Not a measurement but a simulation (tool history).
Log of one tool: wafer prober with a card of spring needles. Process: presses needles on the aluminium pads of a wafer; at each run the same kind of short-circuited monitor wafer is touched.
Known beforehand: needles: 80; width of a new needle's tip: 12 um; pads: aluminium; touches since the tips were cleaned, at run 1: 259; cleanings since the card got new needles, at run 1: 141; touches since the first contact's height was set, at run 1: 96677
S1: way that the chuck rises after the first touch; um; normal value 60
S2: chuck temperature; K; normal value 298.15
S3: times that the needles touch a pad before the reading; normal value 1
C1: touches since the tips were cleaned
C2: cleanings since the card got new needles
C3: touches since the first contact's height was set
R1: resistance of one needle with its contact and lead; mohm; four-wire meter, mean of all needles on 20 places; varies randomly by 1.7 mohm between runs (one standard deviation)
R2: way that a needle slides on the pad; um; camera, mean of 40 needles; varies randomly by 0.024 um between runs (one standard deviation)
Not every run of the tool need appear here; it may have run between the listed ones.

run,hour,S1,S2,S3,C1,C2,C3,R1,R2
1,0.0,60,298.15,1,259,141,96677,181,12.82
# hour 12.0: tips cleaned on abrasive film
# hour 26.7: tips cleaned on abrasive film
2,34.0,45,298.15,1,2988,143,110547,217,9.55
# hour 40.2: tips cleaned on abrasive film
# hour 46.6: height of the first contact set anew
# hour 55.2: tips cleaned on abrasive film
# hour 69.9: tips cleaned on abrasive film
3,82.1,45,298.15,1,4988,146,14478,221,9.69
# hour 85.2: tips cleaned on abrasive film
# hour 100.4: tips cleaned on abrasive film
# hour 115.5: tips cleaned on abrasive film
# hour 128.4: tips cleaned on abrasive film
4,128.4,45,298.15,1,0,150,33327,183,9.68
# hour 143.4: tips cleaned on abrasive film
5,154.4,45,298.15,1,4513,151,43974,224,9.67
# hour 157.6: tips cleaned on abrasive film
# hour 171.9: tips cleaned on abrasive film
6,178.5,60,350.15,1,2707,153,53768,209,12.87
# hour 184.7: tips cleaned on abrasive film
# hour 200.0: tips cleaned on abrasive film
7,211.9,60,350.15,1,4869,155,67402,210,12.88
# hour 215.0: tips cleaned on abrasive film
# hour 227.3: tips cleaned on abrasive film
# hour 242.2: tips cleaned on abrasive film
# hour 257.2: tips cleaned on abrasive film
# hour 269.7: tips cleaned on abrasive film
8,269.7,60,350.15,1,0,160,90924,195,12.83
# hour 284.8: tips cleaned on abrasive film
# hour 300.0: tips cleaned on abrasive film
# hour 312.3: tips cleaned on abrasive film
9,320.2,59,298.15,1,3234,163,111543,206,12.57
# hour 326.0: tips cleaned on abrasive film
# hour 332.4: height of the first contact set anew
# hour 341.7: tips cleaned on abrasive film
# hour 356.1: tips cleaned on abrasive film
# hour 370.3: tips cleaned on abrasive film
10,370.5,59,298.15,1,61,167,15501,181,12.75
# hour 382.7: tips cleaned on abrasive film
# hour 397.1: tips cleaned on abrasive film
11,402.1,60,298.15,1,2064,169,28425,195,12.93
# hour 411.2: tips cleaned on abrasive film
# hour 426.2: tips cleaned on abrasive film
# hour 438.5: tips cleaned on abrasive film
12,440.4,60,298.15,1,808,172,44018,191,12.93
# hour 452.1: tips cleaned on abrasive film
# hour 466.9: tips cleaned on abrasive film
13,467.5,60,298.15,1,233,174,55046,181,12.90
# hour 479.3: tips cleaned on abrasive film
# hour 491.6: tips cleaned on abrasive film
# hour 506.6: tips cleaned on abrasive film
# hour 521.3: tips cleaned on abrasive film
14,521.3,60,388.15,1,0,178,76986,200,12.84
# hour 536.0: tips cleaned on abrasive film
# hour 548.3: tips cleaned on abrasive film
# hour 563.7: tips cleaned on abrasive film
# hour 576.7: tips cleaned on abrasive film
15,576.7,60,388.15,1,0,182,99531,198,12.75
# hour 591.3: tips cleaned on abrasive film
# hour 606.4: tips cleaned on abrasive film
16,609.4,79,380.15,2,1217,184,112870,197,16.91
# hour 618.7: height of the first contact set anew
# hour 621.8: tips cleaned on abrasive film
# hour 636.2: tips cleaned on abrasive film
17,637.3,79,380.15,2,462,186,7566,194,17.07
# hour 649.1: tips cleaned on abrasive film
# hour 663.7: tips cleaned on abrasive film
18,663.7,79,380.15,2,0,188,18300,194,17.02
# hour 678.5: tips cleaned on abrasive film
19,689.1,79,380.15,2,4359,189,28707,202,17.02
# hour 692.3: tips cleaned on abrasive film
# hour 707.5: tips cleaned on abrasive film
# hour 722.2: tips cleaned on abrasive film
20,731.6,68,380.15,2,3854,192,46031,205,14.61
# hour 737.5: tips cleaned on abrasive film
# hour 749.8: tips cleaned on abrasive film
# hour 764.4: tips cleaned on abrasive film
# hour 776.7: tips cleaned on abrasive film
21,788.9,60,376.15,1,5007,196,69385,213,12.86
# hour 792.0: tips cleaned on abrasive film
# hour 806.1: tips cleaned on abrasive film
# hour 820.6: tips cleaned on abrasive film
# hour 835.5: tips cleaned on abrasive film
22,840.3,60,376.15,1,1973,200,90326,211,12.83
# hour 849.6: tips cleaned on abrasive film
# hour 861.9: tips cleaned on abrasive film
# hour 877.0: tips cleaned on abrasive film
# hour 891.7: tips cleaned on abrasive film
23,896.2,71,344.15,1,1849,204,113107,198,15.16
# hour 902.6: height of the first contact set anew
# hour 905.4: tips cleaned on abrasive film
# hour 920.7: tips cleaned on abrasive film
24,926.0,71,344.15,2,2192,206,9524,194,15.30
# hour 935.0: tips cleaned on abrasive film
# hour 947.3: tips cleaned on abrasive film
# hour 962.0: tips cleaned on abrasive film
25,962.2,54,298.15,2,116,209,24278,182,11.63
# hour 974.4: tips cleaned on abrasive film
# hour 989.7: tips cleaned on abrasive film
26,990.3,54,298.15,2,260,211,35722,183,11.64
# hour 1002.3: tips cleaned on abrasive film
# hour 1017.6: tips cleaned on abrasive film
27,1019.7,70,353.15,1,828,213,47678,194,15.04
# hour 1031.4: tips cleaned on abrasive film
# hour 1046.2: tips cleaned on abrasive film
# hour 1060.4: tips cleaned on abrasive film
28,1069.7,70,353.15,1,3825,216,68114,211,15.05
# hour 1072.8: tips cleaned on abrasive film
# hour 1087.5: tips cleaned on abrasive film
# hour 1101.3: tips cleaned on abrasive film
# hour 1113.6: tips cleaned on abrasive film
# hour 1126.6: tips cleaned on abrasive film
29,1126.6,70,353.15,1,0,221,91235,190,15.01

3 ways to go on from here, each from the tool as it stands after run 29. What would each give?
# hour 1141.4: tips cleaned on abrasive film
# hour 1156.7: tips cleaned on abrasive film
# hour 1171.3: tips cleaned on abrasive film
# hour 1184.1: tips cleaned on abrasive film
A,1184.1,70,336.15,1,0,225,114706,?,?
# hour 1141.4: tips cleaned on abrasive film
# hour 1156.7: tips cleaned on abrasive film
# hour 1171.3: tips cleaned on abrasive film
# hour 1184.1: tips cleaned on abrasive film
B,1184.1,50,298.15,1,0,225,114706,?,?
# hour 1141.4: tips cleaned on abrasive film
# hour 1156.7: tips cleaned on abrasive film
# hour 1171.3: tips cleaned on abrasive film
# hour 1184.1: tips cleaned on abrasive film
C,1184.1,62,301.15,1,0,225,114706,?,?

run,R1,R2
A,188,14.96
B,184,10.64
C,179,13.24
Had the tool no hidden state, the same runs would have come out as:
run,R1,R2
A,185,15.16
B,179,10.83
C,175,13.43
